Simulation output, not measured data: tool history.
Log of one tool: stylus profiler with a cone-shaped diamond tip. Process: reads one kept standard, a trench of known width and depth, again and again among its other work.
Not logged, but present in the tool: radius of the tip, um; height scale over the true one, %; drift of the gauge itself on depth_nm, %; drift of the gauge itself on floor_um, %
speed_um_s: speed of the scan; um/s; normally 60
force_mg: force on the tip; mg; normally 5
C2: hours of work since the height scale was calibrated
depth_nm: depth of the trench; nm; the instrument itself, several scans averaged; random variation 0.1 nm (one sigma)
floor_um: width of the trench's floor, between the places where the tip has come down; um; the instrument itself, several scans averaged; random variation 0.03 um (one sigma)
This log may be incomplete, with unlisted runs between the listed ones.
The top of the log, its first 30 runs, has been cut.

Run 31, hour 884.4: usual settings but speed_um_s 21 um/s, force_mg 5.14 mg; scans with this tip 14356; C2 1604. Result: depth_nm 513.37 nm, floor_um 45.76 um.
Run 32, hour 915.4: usual settings but speed_um_s 152 um/s, force_mg 1.72 mg; scans with this tip 14565; C2 1627. Result: depth_nm 507.33 nm, floor_um 44.82 um.
Run 33, hour 945.6: usual settings but speed_um_s 63 um/s, force_mg 3.05 mg; scans with this tip 14769; C2 1650. Result: depth_nm 510.04 nm, floor_um 45.42 um.
Run 34, hour 971.8: usual settings but speed_um_s 236 um/s, force_mg 13.17 mg; scans with this tip 14945; C2 1670. Result: depth_nm 523.93 nm, floor_um 45.19 um.
Run 35, hour 995.5: usual settings but speed_um_s 236 um/s, force_mg 13.17 mg; scans with this tip 15105; C2 1688. Result: depth_nm 523.86 nm, floor_um 45.22 um.
Run 36, hour 1014.5: usual settings but speed_um_s 138 um/s, force_mg 13.17 mg; scans with this tip 15234; C2 1702. Result: depth_nm 523.72 nm, floor_um 45.42 um.
Run 37, hour 1047.2: usual settings but speed_um_s 138 um/s, force_mg 13.17 mg; scans with this tip 15454; C2 1727. Result: depth_nm 524.04 nm, floor_um 45.41 um.
Run 38, hour 1087.3: usual settings but speed_um_s 56 um/s; scans with this tip 15725; C2 1757. Result: depth_nm 513.53 nm, floor_um 45.53 um.
Run 39, hour 1133.3: usual settings but speed_um_s 24 um/s, force_mg 6.57 mg; scans with this tip 16035; C2 1792. Result: depth_nm 515.77 nm, floor_um 45.62 um.
Run 40, hour 1165.5: usual settings but speed_um_s 115 um/s, force_mg 3.04 mg; scans with this tip 16252; C2 1816. Result: depth_nm 510.19 nm, floor_um 45.17 um.
Run 41, hour 1190.7: usual settings but speed_um_s 29 um/s, force_mg 7.41 mg; scans with this tip 16422; C2 1835. Result: depth_nm 517.21 nm, floor_um 45.57 um.
At hour 1215.6: height scale calibrated on a step standard.
Run 42, hour 1228.4: usual settings but speed_um_s 29 um/s, force_mg 11.67 mg; scans with this tip 16673; C2 10. Result: depth_nm 520.3 nm, floor_um 45.6 um.
Run 43, hour 1270.2: usual settings but speed_um_s 124 um/s, force_mg 5.36 mg; scans with this tip 16956; C2 41. Result: depth_nm 512.1 nm, floor_um 45.18 um.
Run 44, hour 1292.9: usual settings but speed_um_s 124 um/s, force_mg 5.36 mg; scans with this tip 17109; C2 58. Result: depth_nm 512.13 nm, floor_um 45.16 um.
Run 45, hour 1332.2: usual settings but speed_um_s 23 um/s, force_mg 14.78 mg; scans with this tip 17374; C2 88. Result: depth_nm 523.73 nm, floor_um 45.51 um.
Run 46, hour 1375.4: usual settings but speed_um_s 23 um/s, force_mg 14.78 mg; scans with this tip 17665; C2 121. Result: depth_nm 523.82 nm, floor_um 45.48 um.

Predict each of these 3 candidate next runs independently; none follows another, all start after run 46:
Run A, hour 1416.2: usual settings but speed_um_s 50 um/s, force_mg 2.98 mg; scans with this tip 17941; C2 151. Result: depth_nm ?, floor_um ?.
Run B, hour 1416.2: usual settings but speed_um_s 61 um/s, force_mg 8.84 mg; scans with this tip 17941; C2 151. Result: depth_nm ?, floor_um ?.
Run C, hour 1416.2: usual settings but speed_um_s 121 um/s, force_mg 10.67 mg; scans with this tip 17941; C2 151. Result: depth_nm ?, floor_um ?.

run  depth_nm  floor_um
  A    508.24     45.25
  B    516.97     45.38
  C    519.48     45.21
What these runs would have given with no unlogged condition in the tool:
run  depth_nm  floor_um
  A    508.04      46.7
  B    516.77     46.83
  C    519.28     46.66

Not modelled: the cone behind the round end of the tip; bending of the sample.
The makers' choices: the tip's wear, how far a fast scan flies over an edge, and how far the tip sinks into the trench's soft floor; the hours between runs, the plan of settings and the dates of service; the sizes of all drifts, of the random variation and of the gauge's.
